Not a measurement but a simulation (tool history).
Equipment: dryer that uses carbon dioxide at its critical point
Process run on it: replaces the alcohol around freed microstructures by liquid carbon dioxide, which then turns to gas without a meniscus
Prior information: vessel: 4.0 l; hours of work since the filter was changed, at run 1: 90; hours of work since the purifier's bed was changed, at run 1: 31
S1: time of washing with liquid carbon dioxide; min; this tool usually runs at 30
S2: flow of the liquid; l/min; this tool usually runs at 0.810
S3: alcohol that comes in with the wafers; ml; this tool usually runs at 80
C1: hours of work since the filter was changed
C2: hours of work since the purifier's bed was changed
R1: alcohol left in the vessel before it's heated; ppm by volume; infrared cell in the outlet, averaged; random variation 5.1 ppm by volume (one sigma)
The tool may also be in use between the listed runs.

run   hour  S1     S2  S3   C1   C2   R1
  1    0.0  30  0.810  80   90   31   78
  2    4.2  30  0.810  80   92   33   64
  3    8.7  30  0.810  80   93   34   79
  4   15.4  30  1.358  80   95   36    7
  5   19.7  30  0.810  80   96   37   79
  6   24.7  30  0.810  80   98   39   86
  7   33.8  30  0.810  80  101   42   72
  8   40.4  30  0.810  80  103   44   82
  9   45.0  30  0.810  80  104   45   86
 10   48.8  30  0.810  80  105   46   76
 11   53.1  30  0.810  80  107   47   78
 12   58.2  41  0.810  80  108   49   22
 13   62.0  41  0.810  80  109   50    9
 14   69.3  41  0.810  80  112   52   20
 15   77.3  41  0.810  80  114   55    9
 16   83.7  23  0.810  80  116   57  271
 17   90.7  23  0.810  80  118   59  272
 18   97.8  23  0.810  80  120   61  263
 19  102.0  30  0.810  80  122   62   79
 20  110.4  30  0.810  80  124   65   77
 21  119.4  30  0.810  80  127   68   89
 22  125.1  30  0.810  80  129   69   81
 23  133.7  30  0.810  80  131   72   93
 24  141.9  30  0.810  80  134   75   97
 25  149.3  30  0.810  80  136   77   90
 26  156.4  22  1.309  35  138   79   31
 27  163.3  19  1.309  35  140   81   25
 28  169.0  39  1.303  21  142   83   12
 29  174.7  30  0.810  48  144   85   53
 30  180.6  30  0.995  80  145   86   38
 31  188.7  30  1.293  80  148   89   28
 32  193.8  28  1.293  92  149   90   20
 33  201.3  28  0.605  84  152   93  483
 34  205.6  28  0.605  84  153   94  464
 35  211.4  24  0.605  84  155   96  805
 36  215.7  30  0.810  48  156   97   68
 37  223.0  28  0.810  33  158   99   56
 38  227.5  28  0.810  33  160  101   60
 39  235.5  41  0.882  80  162  103   26
 40  242.7  38  0.638  55  164  105   78
 41  249.9  30  0.934  25  167  107   30
 42  258.7  31  0.487  21  169  110  198
 43  264.7  31  0.487  42  171  112  371

Each run again, without the hidden state but with its own random variation kept:
The tool's hidden condition here consists of: flow that reaches the vessel past the clogged filter, %; alcohol in the recycled carbon dioxide, ppm; drift of the gauge itself on alcohol_ppm, %.
run   R1
  1   60
  2   46
  3   60
  4    0
  5   59
  6   65
  7   51
  8   61
  9   65
 10   55
 11   56
 12   12
 13    0
 14    9
 15    0
 16  215
 17  215
 18  206
 19   53
 20   50
 21   61
 22   54
 23   65
 24   68
 25   61
 26   16
 27    7
 28    0
 29   29
 30   19
 31   15
 32    6
 33  373
 34  357
 35  647
 36   41
 37   30
 38   33
 39   10
 40   46
 41   12
 42  147
 43  283

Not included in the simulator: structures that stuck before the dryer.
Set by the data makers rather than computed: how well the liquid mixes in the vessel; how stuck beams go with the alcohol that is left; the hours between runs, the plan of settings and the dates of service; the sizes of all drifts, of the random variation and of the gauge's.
